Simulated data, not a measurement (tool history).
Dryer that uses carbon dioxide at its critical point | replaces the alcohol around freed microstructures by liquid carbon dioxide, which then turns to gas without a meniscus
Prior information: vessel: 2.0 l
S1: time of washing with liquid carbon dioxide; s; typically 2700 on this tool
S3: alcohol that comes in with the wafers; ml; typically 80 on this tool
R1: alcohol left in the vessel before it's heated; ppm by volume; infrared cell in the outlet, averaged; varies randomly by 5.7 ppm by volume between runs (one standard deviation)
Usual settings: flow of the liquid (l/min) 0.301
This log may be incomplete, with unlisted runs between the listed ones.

Run 1, day 0: usual settings. Result: R1 239 ppm by volume.
Run 2, day 0.671: usual settings. Result: R1 241 ppm by volume.
Run 3, day 1.275: usual settings. Result: R1 246 ppm by volume.
Run 4, day 1.617: usual settings but S3 82 ml. Result: R1 254 ppm by volume.
Run 5, day 2.075: usual settings but S3 82 ml. Result: R1 263 ppm by volume.
Run 6, day 2.55: usual settings. Result: R1 262 ppm by volume.
Run 7, day 3.129: usual settings. Result: R1 246 ppm by volume.
Run 8, day 3.821: usual settings but flow of the liquid (l/min) 0.365. Result: R1 96 ppm by volume.
Run 9, day 4.25: usual settings but flow of the liquid (l/min) 0.365. Result: R1 102 ppm by volume.
Run 10, day 4.538: usual settings but flow of the liquid (l/min) 0.365. Result: R1 113 ppm by volume.
Run 11, day 4.958: usual settings but flow of the liquid (l/min) 0.365. Result: R1 100 ppm by volume.
Run 12, day 5.258: usual settings but flow of the liquid (l/min) 0.365. Result: R1 94 ppm by volume.
Run 13, day 5.696: usual settings but flow of the liquid (l/min) 0.365. Result: R1 104 ppm by volume.
Run 14, day 6.117: usual settings but flow of the liquid (l/min) 0.365. Result: R1 104 ppm by volume.
Run 15, day 6.812: usual settings but flow of the liquid (l/min) 0.365. Result: R1 100 ppm by volume.
Run 16, day 7.275: usual settings but flow of the liquid (l/min) 0.365. Result: R1 111 ppm by volume.
Run 17, day 7.662: usual settings but S1 3180 s. Result: R1 124 ppm by volume.
Run 18, day 8.067: usual settings but flow of the liquid (l/min) 0.191. Result: R1 1755 ppm by volume.
Run 19, day 8.592: usual settings but flow of the liquid (l/min) 0.191. Result: R1 1741 ppm by volume.
Run 20, day 9.3: usual settings but flow of the liquid (l/min) 0.191. Result: R1 1786 ppm by volume.
Run 21, day 9.996: usual settings. Result: R1 303 ppm by volume.
Run 22, day 10.333: usual settings. Result: R1 311 ppm by volume.
Run 23, day 11.05: usual settings but S1 3780 s, flow of the liquid (l/min) 0.359, S3 91 ml. Result: R1 29 ppm by volume.
Run 24, day 11.733: usual settings but flow of the liquid (l/min) 0.273, S3 86 ml. Result: R1 520 ppm by volume.
Run 25, day 12.238: usual settings but S3 32 ml. Result: R1 143 ppm by volume.
Run 26, day 12.538: usual settings but S1 3240 s, flow of the liquid (l/min) 0.26, S3 34 ml. Result: R1 136 ppm by volume.
Run 27, day 12.958: usual settings but S1 3240 s, flow of the liquid (l/min) 0.26, S3 34 ml. Result: R1 134 ppm by volume.
Run 28, day 13.612: usual settings but S1 3840 s, S3 91 ml. Result: R1 62 ppm by volume.
Run 29, day 14.192: usual settings but S1 3840 s, S3 91 ml. Result: R1 64 ppm by volume.
Run 30, day 14.904: usual settings but S1 1980 s, flow of the liquid (l/min) 0.435. Result: R1 245 ppm by volume.
Run 31, day 15.479: usual settings but S1 1980 s, flow of the liquid (l/min) 0.435. Result: R1 245 ppm by volume.
Run 32, day 15.879: usual settings but S1 2280 s, flow of the liquid (l/min) 0.268. Result: R1 1115 ppm by volume.
Run 33, day 16.225: usual settings but S1 2280 s, flow of the liquid (l/min) 0.268. Result: R1 1106 ppm by volume.
Run 34, day 16.75: usual settings but S1 2040 s, flow of the liquid (l/min) 0.184, S3 26 ml. Result: R1 1476 ppm by volume.
Run 35, day 17.196: usual settings but flow of the liquid (l/min) 0.377. Result: R1 121 ppm by volume.
At day 17.329: inlet filter changed.
Run 36, day 17.838: usual settings but flow of the liquid (l/min) 0.509, S3 45 ml. Result: R1 26 ppm by volume.
Run 37, day 18.196: usual settings but flow of the liquid (l/min) 0.509, S3 45 ml. Result: R1 31 ppm by volume.

Estimate the outcome of run 38 from the log above:
Run 38, day 18.488: usual settings but flow of the liquid (l/min) 0.509, S3 45 ml. Result: R1 ?.

R1: 35 ppm by volume
With the hidden condition absent and the run-to-run variation left alone, this run would have shown R1 12 ppm by volume.

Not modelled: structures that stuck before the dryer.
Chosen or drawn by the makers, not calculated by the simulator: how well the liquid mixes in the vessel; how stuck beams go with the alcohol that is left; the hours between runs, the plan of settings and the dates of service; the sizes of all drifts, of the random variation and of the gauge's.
